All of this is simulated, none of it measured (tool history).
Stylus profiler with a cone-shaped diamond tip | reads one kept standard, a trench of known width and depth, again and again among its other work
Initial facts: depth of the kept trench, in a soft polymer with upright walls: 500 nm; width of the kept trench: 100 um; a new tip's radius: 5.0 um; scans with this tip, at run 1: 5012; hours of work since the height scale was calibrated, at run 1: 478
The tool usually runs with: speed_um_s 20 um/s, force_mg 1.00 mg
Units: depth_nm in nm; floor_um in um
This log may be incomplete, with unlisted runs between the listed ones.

| run | hour | speed_um_s | force_mg | scans with this tip | hours of work since the height scale was calibrated | depth_nm | floor_um |
|---|---|---|---|---|---|---|---|
| 1 | 0.0 | 20 | 1.00 | 5012 | 478 | 501.28 | 95.09 |
| 2 | 10.1 | 20 | 1.00 | 5084 | 485 | 501.37 | 95.06 |
| 3 | 21.1 | 20 | 1.00 | 5163 | 492 | 501.58 | 95.09 |
| 4 | 39.5 | 20 | 1.00 | 5293 | 504 | 501.19 | 95.09 |
| 5 | 57.2 | 37 | 1.00 | 5418 | 516 | 501.62 | 94.98 |
| 6 | 68.4 | 6 | 1.00 | 5498 | 524 | 501.37 | 95.11 |
| 7 | 82.5 | 6 | 1.00 | 5598 | 534 | 501.27 | 95.11 |
| 8 | 95.8 | 23 | 1.00 | 5693 | 543 | 501.21 | 95.04 |
| 9 | 113.5 | 20 | 1.00 | 5819 | 555 | 501.52 | 95.04 |
| 10 | 131.2 | 20 | 1.00 | 5944 | 567 | 501.34 | 95.02 |
| 11 | 143.9 | 20 | 1.00 | 6034 | 575 | 501.01 | 94.97 |
| 12 | 157.2 | 20 | 1.00 | 6129 | 584 | 501.10 | 94.98 |
| 13 | 169.6 | 20 | 1.88 | 6217 | 593 | 502.47 | 95.00 |
| 14 | 182.2 | 20 | 1.17 | 6306 | 601 | 501.38 | 94.98 |
| 15 | 191.5 | 20 | 1.17 | 6373 | 607 | 501.52 | 94.94 |
| 16 | 208.8 | 20 | 1.17 | 6495 | 619 | 501.25 | 94.99 |
| 17 | 222.6 | 8 | 1.00 | 6593 | 628 | 501.17 | 95.02 |
| 18 | 239.4 | 8 | 1.00 | 6713 | 640 | 501.09 | 94.99 |
| 19 | 252.8 | 8 | 1.00 | 6808 | 649 | 501.25 | 95.02 |
| 20 | 263.3 | 8 | 1.00 | 6882 | 656 | 500.87 | 94.99 |
| 21 | 273.4 | 8 | 1.00 | 6954 | 663 | 501.16 | 95.01 |
| 22 | 287.9 | 8 | 1.00 | 7057 | 673 | 501.15 | 94.98 |
| 23 | 302.7 | 20 | 1.00 | 7162 | 683 | 500.82 | 94.96 |

Estimate the outcome of run 24 from the log above:
| 24 | 318.0 | 20 | 1.02 | 7271 | 693 | ? | ? |

depth_nm: 500.95 nm
floor_um: 94.90 um
Take away the tool's hidden state, keep the run-to-run variation as it was, and the same run would have given depth_nm 502.39 nm, floor_um 95.52 um.
